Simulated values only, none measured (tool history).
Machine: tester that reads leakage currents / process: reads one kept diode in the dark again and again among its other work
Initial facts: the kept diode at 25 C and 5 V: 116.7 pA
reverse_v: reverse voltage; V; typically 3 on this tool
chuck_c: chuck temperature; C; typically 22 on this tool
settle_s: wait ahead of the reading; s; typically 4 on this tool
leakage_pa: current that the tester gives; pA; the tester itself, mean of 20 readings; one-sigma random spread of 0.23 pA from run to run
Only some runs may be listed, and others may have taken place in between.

{"run": 1, "hour": 0.0, "reverse_v": 3, "chuck_c": 22, "settle_s": 4, "leakage_pa": 72.08}
{"run": 2, "hour": 148.8, "reverse_v": 3, "chuck_c": 22, "settle_s": 4, "leakage_pa": 70.92}
{"run": 3, "hour": 303.9, "reverse_v": 2.13, "chuck_c": 22, "settle_s": 4, "leakage_pa": 62.11}
{"run": 4, "hour": 485.3, "reverse_v": 2.13, "chuck_c": 22, "settle_s": 4, "leakage_pa": 61.11}
{"run": 5, "hour": 674.7, "reverse_v": 2.13, "chuck_c": 22, "settle_s": 4, "leakage_pa": 60.21}
{"run": 6, "hour": 800.5, "reverse_v": 2.13, "chuck_c": 22, "settle_s": 4, "leakage_pa": 59.59}
{"run": 7, "hour": 999.0, "reverse_v": 2.13, "chuck_c": 22, "settle_s": 4, "leakage_pa": 58.74}
{"run": 8, "hour": 1157.0, "reverse_v": 2.13, "chuck_c": 43, "settle_s": 4, "leakage_pa": 334.08}
{"hour": 1270.0, "done": "chuck's temperature calibrated"}
{"run": 9, "hour": 1290.5, "reverse_v": 2.13, "chuck_c": 43, "settle_s": 4, "leakage_pa": 380.34}
{"run": 10, "hour": 1497.9, "reverse_v": 2.13, "chuck_c": 43, "settle_s": 4, "leakage_pa": 375.39}
{"run": 11, "hour": 1678.3, "reverse_v": 2.13, "chuck_c": 43, "settle_s": 4, "leakage_pa": 371.63}
{"run": 12, "hour": 1808.5, "reverse_v": 3, "chuck_c": 52, "settle_s": 4, "leakage_pa": 815.57}
{"run": 13, "hour": 1967.2, "reverse_v": 3, "chuck_c": 52, "settle_s": 4, "leakage_pa": 805.74}
{"run": 14, "hour": 2181.6, "reverse_v": 3, "chuck_c": 52, "settle_s": 4, "leakage_pa": 795.32}
{"run": 15, "hour": 2383.0, "reverse_v": 3, "chuck_c": 22, "settle_s": 4, "leakage_pa": 69.57}
{"run": 16, "hour": 2552.3, "reverse_v": 3, "chuck_c": 22, "settle_s": 4, "leakage_pa": 68.39}
{"run": 17, "hour": 2643.3, "reverse_v": 3, "chuck_c": 22, "settle_s": 4, "leakage_pa": 67.81}
{"hour": 2738.0, "done": "probe card cleaned and baked"}
{"run": 18, "hour": 2807.5, "reverse_v": 3, "chuck_c": 22, "settle_s": 1.89, "leakage_pa": 67.53}
{"run": 19, "hour": 2962.4, "reverse_v": 3, "chuck_c": 22, "settle_s": 1.89, "leakage_pa": 66.65}
{"run": 20, "hour": 3086.8, "reverse_v": 3, "chuck_c": 22, "settle_s": 4, "leakage_pa": 65.08}
{"hour": 3108.0, "done": "chuck's temperature calibrated"}
{"hour": 3129.2, "done": "probe card cleaned and baked, once more"}
{"run": 21, "hour": 3208.7, "reverse_v": 1.04, "chuck_c": 53, "settle_s": 3.23, "leakage_pa": 620.43}
{"run": 22, "hour": 3404.3, "reverse_v": 8.23, "chuck_c": 24, "settle_s": 1.31, "leakage_pa": 124.63}
{"run": 23, "hour": 3548.2, "reverse_v": 2.47, "chuck_c": 27, "settle_s": 8.12, "leakage_pa": 103.99}
{"run": 24, "hour": 3698.5, "reverse_v": 2.47, "chuck_c": 27, "settle_s": 2.92, "leakage_pa": 103.11}
{"run": 25, "hour": 3895.9, "reverse_v": 5, "chuck_c": 49, "settle_s": 4, "leakage_pa": 755.91}
{"run": 26, "hour": 4098.7, "reverse_v": 3, "chuck_c": 48, "settle_s": 4, "leakage_pa": 577.9}
{"hour": 4201.5, "done": "tester calibrated"}
{"run": 27, "hour": 4313.8, "reverse_v": 3, "chuck_c": 48, "settle_s": 4, "leakage_pa": 591.64}
{"run": 28, "hour": 4465.5, "reverse_v": 3, "chuck_c": 48, "settle_s": 4, "leakage_pa": 584.34}
{"run": 29, "hour": 4638.0, "reverse_v": 3, "chuck_c": 25, "settle_s": 0.67, "leakage_pa": 89.88}
{"run": 30, "hour": 4764.5, "reverse_v": 1.65, "chuck_c": 22, "settle_s": 4, "leakage_pa": 54.56}
{"run": 31, "hour": 4870.3, "reverse_v": 4.49, "chuck_c": 26, "settle_s": 0.56, "leakage_pa": 112.12}
{"hour": 4937.4, "done": "chuck's temperature calibrated"}
{"run": 32, "hour": 5045.5, "reverse_v": 4.49, "chuck_c": 26, "settle_s": 0.56, "leakage_pa": 125.38}
{"run": 33, "hour": 5164.7, "reverse_v": 3, "chuck_c": 52, "settle_s": 3.29, "leakage_pa": 843.44}
{"run": 34, "hour": 5252.6, "reverse_v": 3, "chuck_c": 52, "settle_s": 3.29, "leakage_pa": 831.78}
{"run": 35, "hour": 5410.5, "reverse_v": 3.2, "chuck_c": 36, "settle_s": 9.34, "leakage_pa": 245.69}
{"run": 36, "hour": 5538.0, "reverse_v": 3.2, "chuck_c": 36, "settle_s": 9.34, "leakage_pa": 243.47}
{"run": 37, "hour": 5647.7, "reverse_v": 2.81, "chuck_c": 21, "settle_s": 4, "leakage_pa": 64.79}
{"run": 38, "hour": 5775.3, "reverse_v": 2.81, "chuck_c": 21, "settle_s": 4, "leakage_pa": 63.92}
{"run": 39, "hour": 5940.9, "reverse_v": 2.81, "chuck_c": 21, "settle_s": 1.7, "leakage_pa": 63.53}

Branching from run 39: 3 alternative next runs. What would each branch give?
{"run": "A", "hour": 6093.9, "reverse_v": 3.16, "chuck_c": 21, "settle_s": 2.49, "leakage_pa": "?"}
{"run": "B", "hour": 6093.9, "reverse_v": 1.26, "chuck_c": 48, "settle_s": 4, "leakage_pa": "?"}
{"run": "C", "hour": 6093.9, "reverse_v": 14.59, "chuck_c": 22, "settle_s": 0.52, "leakage_pa": "?"}

run=A leakage_pa=64.74
run=B leakage_pa=430.52
run=C leakage_pa=132.22
Had the tool no hidden state, the same runs would have come out as:
run=A leakage_pa=70.07
run=B leakage_pa=467.05
run=C leakage_pa=139.46
